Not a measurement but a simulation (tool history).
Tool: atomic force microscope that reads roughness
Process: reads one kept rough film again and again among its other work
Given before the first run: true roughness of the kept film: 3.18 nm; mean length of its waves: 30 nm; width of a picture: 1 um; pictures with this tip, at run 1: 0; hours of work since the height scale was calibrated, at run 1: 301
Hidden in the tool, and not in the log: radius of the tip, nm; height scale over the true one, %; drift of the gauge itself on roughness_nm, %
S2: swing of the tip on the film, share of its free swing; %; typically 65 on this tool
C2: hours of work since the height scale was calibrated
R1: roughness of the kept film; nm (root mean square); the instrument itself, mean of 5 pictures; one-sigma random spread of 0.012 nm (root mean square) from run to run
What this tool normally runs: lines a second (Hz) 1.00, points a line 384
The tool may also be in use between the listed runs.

run 1 day=0.000 | lines_a_second_(Hz)=1.00 S2=65 points_a_line=384 | pictures_with_this_tip=0 C2=301 | R1=2.853
run 2 day=0.538 | lines_a_second_(Hz)=0.73 S2=65 points_a_line=384 | pictures_with_this_tip=29 C2=311 | R1=2.594
run 3 day=0.971 | lines_a_second_(Hz)=0.73 S2=65 points_a_line=384 | pictures_with_this_tip=53 C2=319 | R1=2.410
run 4 day=1.217 | lines_a_second_(Hz)=1.00 S2=65 points_a_line=968 | pictures_with_this_tip=66 C2=323 | R1=2.317
-- day=1.304 new tip fitted
run 5 day=1.538 | lines_a_second_(Hz)=1.00 S2=65 points_a_line=968 | pictures_with_this_tip=12 C2=329 | R1=2.719
run 6 day=1.817 | lines_a_second_(Hz)=1.00 S2=65 points_a_line=384 | pictures_with_this_tip=27 C2=334 | R1=2.606
run 7 day=2.121 | lines_a_second_(Hz)=1.00 S2=65 points_a_line=384 | pictures_with_this_tip=44 C2=340 | R1=2.454
run 8 day=2.496 | lines_a_second_(Hz)=1.00 S2=65 points_a_line=384 | pictures_with_this_tip=64 C2=347 | R1=2.323
-- day=2.612 new tip fitted
run 9 day=2.779 | lines_a_second_(Hz)=1.00 S2=65 points_a_line=395 | pictures_with_this_tip=9 C2=351 | R1=2.748
run 10 day=3.171 | lines_a_second_(Hz)=1.00 S2=65 points_a_line=395 | pictures_with_this_tip=31 C2=359 | R1=2.553
run 11 day=3.508 | lines_a_second_(Hz)=1.17 S2=89 points_a_line=288 | pictures_with_this_tip=49 C2=365 | R1=2.214
-- day=3.917 new tip fitted
run 12 day=3.917 | lines_a_second_(Hz)=1.17 S2=89 points_a_line=288 | pictures_with_this_tip=0 C2=372 | R1=2.582
run 13 day=4.196 | lines_a_second_(Hz)=1.17 S2=89 points_a_line=288 | pictures_with_this_tip=15 C2=377 | R1=2.468
run 14 day=4.496 | lines_a_second_(Hz)=0.53 S2=65 points_a_line=740 | pictures_with_this_tip=31 C2=383 | R1=2.636
run 15 day=4.988 | lines_a_second_(Hz)=0.53 S2=65 points_a_line=740 | pictures_with_this_tip=58 C2=392 | R1=2.412

Table of differences, measured result less the result of that run with no hidden state. Run-to-run variation is the same in both. Gauge scatter possibly is not:
run=1 R1=-0.013
run=2 R1=-0.291
run=3 R1=-0.475
run=4 R1=-0.561
run=5 R1=-0.146
run=6 R1=-0.285
run=7 R1=-0.417
run=8 R1=-0.566
run=9 R1=-0.114
run=10 R1=-0.303
run=11 R1=-0.404
run=12 R1=-0.008
run=13 R1=-0.144
run=14 R1=-0.291
run=15 R1=-0.489
